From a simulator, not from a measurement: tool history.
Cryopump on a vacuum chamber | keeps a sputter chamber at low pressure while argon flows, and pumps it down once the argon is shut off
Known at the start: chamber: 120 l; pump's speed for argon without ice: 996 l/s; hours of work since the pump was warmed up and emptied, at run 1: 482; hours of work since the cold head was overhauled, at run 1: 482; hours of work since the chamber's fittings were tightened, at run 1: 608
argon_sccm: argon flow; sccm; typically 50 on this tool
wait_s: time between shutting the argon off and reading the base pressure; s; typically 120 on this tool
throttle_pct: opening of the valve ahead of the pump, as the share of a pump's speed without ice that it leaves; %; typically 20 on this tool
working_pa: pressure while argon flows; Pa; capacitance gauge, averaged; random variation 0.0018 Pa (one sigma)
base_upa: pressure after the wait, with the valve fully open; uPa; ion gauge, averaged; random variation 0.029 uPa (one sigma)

| run | hour | argon_sccm | wait_s | throttle_pct | hours of work since the pump was warmed up and emptied | hours of work since the cold head was overhauled | hours of work since the chamber's fittings were tightened | working_pa | base_upa |
|---|---|---|---|---|---|---|---|---|---|
| 1 | 0.0 | 50 | 120 | 20 | 482 | 482 | 608 | 0.4289 | 3.08 |
| 2 | 19.3 | 50 | 120 | 20 | 495 | 495 | 621 | 0.4312 | 3.12 |
| 3 | 34.2 | 50 | 120 | 20 | 505 | 505 | 631 | 0.4280 | 3.06 |
| 4 | 52.8 | 50 | 120 | 24 | 518 | 518 | 644 | 0.3611 | 3.14 |
| 5 | 69.8 | 50 | 159 | 20 | 529 | 529 | 656 | 0.4323 | 2.78 |
| 6 | 79.8 | 50 | 159 | 20 | 536 | 536 | 662 | 0.4308 | 2.82 |
| 7 | 89.3 | 65 | 120 | 20 | 543 | 543 | 669 | 0.5638 | 3.09 |
| 8 | 109.2 | 65 | 120 | 20 | 556 | 556 | 682 | 0.5622 | 3.28 |
| 9 | 122.3 | 65 | 120 | 20 | 565 | 565 | 691 | 0.5631 | 3.35 |
| 10 | 136.4 | 65 | 120 | 20 | 575 | 575 | 701 | 0.5590 | 3.31 |
| 11 | 151.9 | 35 | 24 | 22 | 585 | 585 | 711 | 0.2764 | 7.93 |
| 12 | 164.8 | 35 | 24 | 22 | 594 | 594 | 720 | 0.2760 | 7.88 |
| 13 | 175.8 | 35 | 24 | 22 | 601 | 601 | 728 | 0.2738 | 7.90 |
| 14 | 191.2 | 35 | 24 | 22 | 612 | 612 | 738 | 0.2762 | 7.94 |
| 15 | 208.2 | 37 | 97 | 31 | 623 | 623 | 750 | 0.2085 | 3.72 |
| 16 | 227.1 | 27 | 120 | 18 | 636 | 636 | 763 | 0.2606 | 3.44 |
| 17 | 237.5 | 92 | 46 | 18 | 643 | 643 | 770 | 0.8817 | 5.28 |
| 18 | 249.3 | 81 | 120 | 47 | 651 | 651 | 778 | 0.3057 | 3.48 |
| 19 | 267.0 | 47 | 36 | 52 | 663 | 663 | 790 | 0.1612 | 6.14 |
| 20 | 275.9 | 47 | 68 | 41 | 669 | 669 | 796 | 0.2018 | 4.40 |

Consider 5 possible next runs. They are alternatives, not a sequence: every one starts from the tool as it was left by run 20. What does each give?
| A | 284.9 | 47 | 88 | 41 | 676 | 676 | 802 | ? | ? |
| B | 284.9 | 24 | 28 | 23 | 676 | 676 | 802 | ? | ? |
| C | 284.9 | 69 | 68 | 41 | 676 | 676 | 802 | ? | ? |
| D | 284.9 | 50 | 33 | 60 | 676 | 676 | 802 | ? | ? |
| E | 284.9 | 49 | 26 | 20 | 676 | 676 | 802 | ? | ? |

| run | working_pa | base_upa |
|---|---|---|
| A | 0.2018 | 4.03 |
| B | 0.1814 | 7.17 |
| C | 0.2969 | 4.42 |
| D | 0.1490 | 6.54 |
| E | 0.4267 | 7.72 |
Without the tool's unlogged condition, the same runs would have read:
| run | working_pa | base_upa |
|---|---|---|
| A | 0.1935 | 1.88 |
| B | 0.1772 | 5.10 |
| C | 0.2848 | 2.32 |
| D | 0.1402 | 4.44 |
| E | 0.4180 | 5.60 |
